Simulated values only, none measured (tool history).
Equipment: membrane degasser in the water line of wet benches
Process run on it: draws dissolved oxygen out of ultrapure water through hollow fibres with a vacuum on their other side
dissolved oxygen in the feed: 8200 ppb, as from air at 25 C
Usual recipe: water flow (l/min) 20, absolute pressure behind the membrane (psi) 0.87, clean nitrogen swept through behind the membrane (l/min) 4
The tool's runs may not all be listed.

run	hour	water flow (l/min)	absolute pressure behind the membrane (psi)	clean nitrogen swept through behind the membrane (l/min)	dissolved oxygen in the water behind the degasser (ppb)	pressure that the water loses in the fibres (psi)
1	0	20	0.87	4	58.7	9.306
2	46.9	20	0.87	4	58.7	9.435
3	89.1	20	0.87	4	58.6	9.339
4	175.8	20	0.87	4	59.1	9.391
5	259.1	18	0.87	4	51.2	8.473
6	345.1	18	0.87	4	50.9	8.485
7	395.9	18	1.027	4	62.4	8.528
8	476.6	18	1.027	4	64	8.48
9	518	18	1.027	4	61.8	8.461
10	583.9	20	0.87	7.89	41.2	9.488
11	629	20	0.622	4	37.7	9.471
12	688.3	20	0.87	4	58.7	9.491
13	769.9	20	0.87	4	57.7	9.509
14	845.8	20	0.87	4	57.1	9.481
15	886.1	14	0.87	4	36.7	6.673
16	965	20	0.87	5.87	47.9	9.577
17	1033.4	20	0.87	5.87	47.8	9.548
18	1099.3	31	0.87	4	103.6	14.776
19	1159.6	12	0.769	2.84	29.9	5.735
20	1242.4	12	0.769	2.84	31.1	5.77
21	1283.4	12	0.818	7.74	18.2	5.677
22	1343.5	27	0.567	7.67	48.8	12.985
23	1426.3	13	1.894	3.15	109.3	6.28
# hour 1468.5: gauge calibrated
24	1499.2	20	0.769	10.88	34.2	9.448
25	1547	20	0.541	4	31.2	9.378
26	1603.3	20	0.541	4	31.3	9.416
27	1686.5	13	0.735	11.8	15.5	6.073
28	1736.5	16	1.559	1.82	172.1	7.471
29	1774.1	16	0.676	3.48	31.8	7.5
30	1844	25	2.086	2.56	284.2	11.837
31	1927.3	25	2.086	2.56	288.1	11.813
32	1993.9	12	0.683	4	20.1	5.69

Below are 3 alternative next runs, each starting from the tool's condition after run 32. Predict each:
A	2056.9	17	0.863	6.43	?	?
B	2056.9	27	2.141	4	?	?
C	2056.9	31	0.891	11.59	?	?

run	dissolved oxygen in the water behind the degasser (ppb)	pressure that the water loses in the fibres (psi)
A	36.2	8.002
B	221.5	12.769
C	71.4	14.704
Without the tool's hidden state the same runs would have given:
run	dissolved oxygen in the water behind the degasser (ppb)	pressure that the water loses in the fibres (psi)
A	36.2	7.916
B	221.4	12.633
C	71.3	14.549
